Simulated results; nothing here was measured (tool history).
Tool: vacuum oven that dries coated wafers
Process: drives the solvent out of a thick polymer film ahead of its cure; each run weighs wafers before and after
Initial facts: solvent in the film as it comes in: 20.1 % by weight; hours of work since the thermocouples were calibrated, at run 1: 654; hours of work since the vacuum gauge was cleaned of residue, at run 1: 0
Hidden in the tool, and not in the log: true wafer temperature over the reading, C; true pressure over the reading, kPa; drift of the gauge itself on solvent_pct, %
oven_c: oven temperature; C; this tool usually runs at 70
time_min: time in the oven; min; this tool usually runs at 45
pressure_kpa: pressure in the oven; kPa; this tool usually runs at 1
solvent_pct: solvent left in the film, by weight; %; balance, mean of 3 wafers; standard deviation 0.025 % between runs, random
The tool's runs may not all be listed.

run	hour	oven_c	time_min	pressure_kpa	hours of work since the thermocouples were calibrated	hours of work since the vacuum gauge was cleaned of residue	solvent_pct
1	0	70	45	1	654	0	1.68
2	61.8	70	45	1	683	29	1.63
3	99.6	70	45	0.64	700	47	1.45
4	144.6	78	45	1	722	68	0.69
5	233.5	78	45	1	763	109	0.72
6	270.1	78	45	1	780	126	0.7
# hour 277.5: oven's thermocouples calibrated
7	357.7	70	55	1	38	166	1.1
8	427.6	70	45	1	70	199	1.59
9	512.3	70	45	1	110	239	1.58
10	566.7	57	45	1	135	264	5.03
11	629.3	70	45	1.55	165	294	1.84
12	676.8	70	45	1.55	187	316	1.88
13	720.1	70	65	1	207	336	0.89
14	781.2	70	45	1.08	236	365	1.65
15	833.2	70	45	1.08	260	389	1.63
16	908.6	70	45	1.08	295	424	1.67
17	951	70	45	1.08	315	444	1.71
18	1013.1	70	45	2.88	344	473	2.54
19	1069.6	70	45	1	371	500	1.69
20	1127.6	70	45	1	398	527	1.68
21	1212.2	70	45	1	437	566	1.72
22	1300.2	70	45	1	479	608	1.71
23	1344.4	70	45	1	499	628	1.68
24	1427.3	70	49	0.53	538	667	1.27
25	1480.2	70	49	0.53	563	692	1.28
26	1562.6	70	49	0.53	601	730	1.25
27	1610.2	84	34	2.18	624	753	0.93
28	1684.1	84	34	2.18	658	787	1.03
29	1749	83	45	0.69	689	818	0.4
30	1810.4	81	45	1.3	717	846	0.66
31	1849.7	81	45	1.3	736	865	0.68
32	1905.2	66	45	0.81	762	891	2.56
# hour 1951.4: oven's thermocouples calibrated
33	1979.2	81	24	3.32	13	924	2.37
34	2021	81	24	3.32	33	944	2.35
35	2068.1	81	67	1.83	55	966	0.67
36	2152.3	70	76	0.71	94	1005	0.69
37	2219.6	62	65	2.5	126	1037	3.18
38	2266.1	62	65	2.5	147	1059	3.22
39	2309.9	69	51	1	168	1079	1.59
40	2362.6	69	51	1	192	1104	1.59
41	2448.8	69	51	1	233	1144	1.64
42	2515.2	64	37	1	264	1175	4.07
43	2578.6	57	56	0.86	294	1205	4.17
44	2669.1	58	68	0.86	336	1247	2.98
45	2705.8	74	45	1.6	353	1264	1.45

Run by run, hidden condition taken away, random variation retained:
run	solvent_pct
1	1.57
2	1.51
3	1.33
4	0.63
5	0.66
6	0.63
7	1.07
8	1.55
9	1.53
10	4.92
11	1.77
12	1.8
13	0.81
14	1.55
15	1.53
16	1.56
17	1.58
18	2.4
19	1.55
20	1.53
21	1.55
22	1.53
23	1.49
24	1.09
25	1.09
26	1.05
27	0.81
28	0.9
29	0.29
30	0.54
31	0.55
32	2.22
33	2.24
34	2.22
35	0.57
36	0.51
37	2.88
38	2.9
39	1.35
40	1.35
41	1.38
42	3.72
43	3.72
44	2.53
45	1.21
